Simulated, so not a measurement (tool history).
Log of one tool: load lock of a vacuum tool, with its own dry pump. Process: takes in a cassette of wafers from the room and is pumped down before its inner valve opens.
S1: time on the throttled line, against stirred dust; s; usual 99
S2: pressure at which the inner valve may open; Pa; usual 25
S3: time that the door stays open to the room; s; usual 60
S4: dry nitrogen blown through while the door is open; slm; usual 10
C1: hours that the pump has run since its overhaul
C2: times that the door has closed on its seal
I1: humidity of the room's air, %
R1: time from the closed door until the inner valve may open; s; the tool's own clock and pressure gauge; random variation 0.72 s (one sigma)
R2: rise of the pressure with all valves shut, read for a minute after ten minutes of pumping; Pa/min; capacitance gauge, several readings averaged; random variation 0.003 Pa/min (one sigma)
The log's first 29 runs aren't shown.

Run 30, day 428.192: usual settings but S1 189 s, S2 24 Pa; C1 8435; C2 33166; I1 46.3. Result: R1 225.6 s, R2 0.138 Pa/min.
Run 31, day 439.867: usual settings but S1 189 s, S2 33 Pa, S3 184 s; C1 8715; C2 34125; I1 40.3. Result: R1 221.8 s, R2 0.172 Pa/min.
Run 32, day 457.75: usual settings but S1 131 s, S2 33 Pa, S3 184 s, S4 11 slm; C1 9144; C2 35594; I1 44.9. Result: R1 176.9 s, R2 0.183 Pa/min.
Run 33, day 473.367: usual settings but S1 131 s, S2 33 Pa, S3 184 s, S4 11 slm; C1 9519; C2 36876; I1 44.2. Result: R1 178.3 s, R2 0.183 Pa/min.
Run 34, day 488.2: usual settings but S1 131 s, S2 18 Pa, S3 30 s, S4 11 slm; C1 9875; C2 38095; I1 42.5. Result: R1 184.4 s, R2 0.16 Pa/min.
Run 35, day 504.338: usual settings but S1 131 s, S2 18 Pa, S3 30 s, S4 11 slm; C1 10263; C2 39420; I1 42.5. Result: R1 184.1 s, R2 0.164 Pa/min.
Run 36, day 514.583: usual settings but S1 131 s, S2 18 Pa, S3 30 s, S4 11 slm; C1 10508; C2 40261; I1 44. Result: R1 185.2 s, R2 0.17 Pa/min.
Run 37, day 525.946: usual settings but S1 131 s, S2 18 Pa, S3 30 s, S4 11 slm; C1 10781; C2 41194; I1 46.2. Result: R1 186 s, R2 0.182 Pa/min.
Run 38, day 536.383: usual settings but S2 24 Pa, S3 29 s, S4 5 slm; C1 11032; C2 42051; I1 43.5. Result: R1 158.9 s, R2 0.187 Pa/min.

Forecast each of these 3 alternatives for the next run:
Run A, day 549.188: usual settings but S1 98 s, S2 24 Pa, S3 63 s, S4 5 slm; C1 11339; C2 43103; I1 49.2. Result: R1 ?, R2 ?.
Run B, day 549.188: usual settings but S1 55 s, S2 44 Pa, S3 29 s, S4 9 slm; C1 11339; C2 43103; I1 47.7. Result: R1 ?, R2 ?.
Run C, day 549.188: usual settings but S2 24 Pa, S3 29 s; C1 11339; C2 43103; I1 45.1. Result: R1 ?, R2 ?.

run     R1     R2
  A  157.3  0.198
  B  119.9  0.192
  C    159  0.193
Without the tool's hidden state the same runs would have given:
run     R1     R2
  A  144.8  0.021
  B  106.5  0.012
  C  146.4  0.014
